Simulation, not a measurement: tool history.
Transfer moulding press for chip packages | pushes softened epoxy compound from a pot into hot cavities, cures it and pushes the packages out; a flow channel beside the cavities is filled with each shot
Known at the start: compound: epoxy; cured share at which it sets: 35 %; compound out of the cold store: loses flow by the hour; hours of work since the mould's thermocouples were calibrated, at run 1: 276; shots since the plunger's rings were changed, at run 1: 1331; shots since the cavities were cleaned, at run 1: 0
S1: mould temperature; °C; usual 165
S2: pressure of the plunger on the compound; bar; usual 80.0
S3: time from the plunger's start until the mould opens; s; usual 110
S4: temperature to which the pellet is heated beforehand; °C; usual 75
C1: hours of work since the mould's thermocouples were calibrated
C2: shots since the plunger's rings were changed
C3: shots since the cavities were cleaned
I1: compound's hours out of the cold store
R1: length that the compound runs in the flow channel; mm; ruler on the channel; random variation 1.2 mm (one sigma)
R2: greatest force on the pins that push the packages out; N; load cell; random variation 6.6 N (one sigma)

run,hour,S1,S2,S3,S4,C1,C2,C3,I1,R1,R2
1,0.0,165,80.0,110,75,276,1331,0,16.8,558,272
2,48.9,165,80.0,110,75,302,1746,415,22.0,538,479
# hour 67.2: cavities cleaned with cleaning compound and waxed
3,99.2,165,80.0,110,75,327,2159,271,23.9,529,424
# hour 133.9: cavities cleaned with cleaning compound and waxed
4,141.2,165,80.0,110,75,348,2502,61,47.0,458,302
5,195.8,165,80.0,110,75,376,2965,524,18.1,544,492
# hour 202.2: cavities cleaned with cleaning compound and waxed
6,227.0,165,80.0,94,75,391,3217,210,8.6,574,517
# hour 268.9: cavities cleaned with cleaning compound and waxed
# hour 282.1: plunger's sealing rings changed
7,283.8,169,80.0,110,75,418,14,105,22.1,537,305
8,330.9,169,80.0,110,75,443,413,504,47.8,462,458
# hour 336.8: cavities cleaned with cleaning compound and waxed
# hour 370.9: mould's thermocouples calibrated
9,372.0,169,80.0,110,75,1,732,282,25.6,525,382
# hour 405.5: cavities cleaned with cleaning compound and waxed
10,423.5,169,80.0,110,75,26,1155,152,28.5,512,341
# hour 472.1: cavities cleaned with cleaning compound and waxed
11,479.3,169,80.0,110,75,54,1616,61,20.7,536,285
12,530.0,169,80.0,110,75,80,2046,491,17.3,544,453
# hour 539.3: cavities cleaned with cleaning compound and waxed
13,567.0,165,80.0,110,80,99,2347,235,21.5,534,401
14,593.1,170,80.6,113,75,112,2568,456,33.5,491,428
# hour 607.0: cavities cleaned with cleaning compound and waxed
15,640.5,170,80.6,113,75,136,2957,284,21.7,524,378
# hour 674.2: cavities cleaned with cleaning compound and waxed
16,690.4,169,80.9,105,82,161,3367,137,35.4,480,311
# hour 727.2: plunger's sealing rings changed
17,727.2,165,80.0,110,80,178,0,428,11.9,582,486
# hour 745.3: cavities cleaned with cleaning compound and waxed
18,785.2,158,73.8,96,83,208,479,338,27.5,518,893
# hour 811.5: cavities cleaned with cleaning compound and waxed
19,838.5,169,73.8,96,81,234,918,229,32.9,480,384
# hour 879.1: cavities cleaned with cleaning compound and waxed
20,879.1,169,73.8,96,81,254,1249,0,12.8,539,270
21,920.0,169,73.8,96,81,276,1596,347,39.3,459,431
# hour 944.7: cavities cleaned with cleaning compound and waxed
22,981.2,169,73.8,96,81,306,2102,309,32.6,475,435
# hour 1012.0: cavities cleaned with cleaning compound and waxed
23,1038.5,169,72.1,91,81,335,2575,225,31.8,467,420
# hour 1079.7: cavities cleaned with cleaning compound and waxed
24,1091.3,169,72.1,91,81,362,3010,99,24.9,486,339
25,1126.2,169,72.1,91,81,380,3306,395,17.7,504,481
# hour 1145.5: cavities cleaned with cleaning compound and waxed
26,1154.2,162,62.3,110,79,393,3531,74,8.9,507,378

3 ways to go on from here, each from the tool as it stands after run 26. What would each give?
# hour 1170.4: plunger's sealing rings changed
# hour 1213.1: cavities cleaned with cleaning compound and waxed
A,1213.6,162,62.4,110,79,422,353,4,23.4,?,?
# hour 1170.4: plunger's sealing rings changed
# hour 1213.1: cavities cleaned with cleaning compound and waxed
B,1213.6,162,62.3,110,80,422,353,4,13.1,?,?
# hour 1170.4: plunger's sealing rings changed
# hour 1213.1: cavities cleaned with cleaning compound and waxed
C,1213.6,162,62.3,110,78,422,353,4,41.8,?,?

run,R1,R2
A,479,302
B,512,301
C,429,284
Without the tool's hidden state the same runs would have given:
run,R1,R2
A,484,316
B,517,317
C,434,296
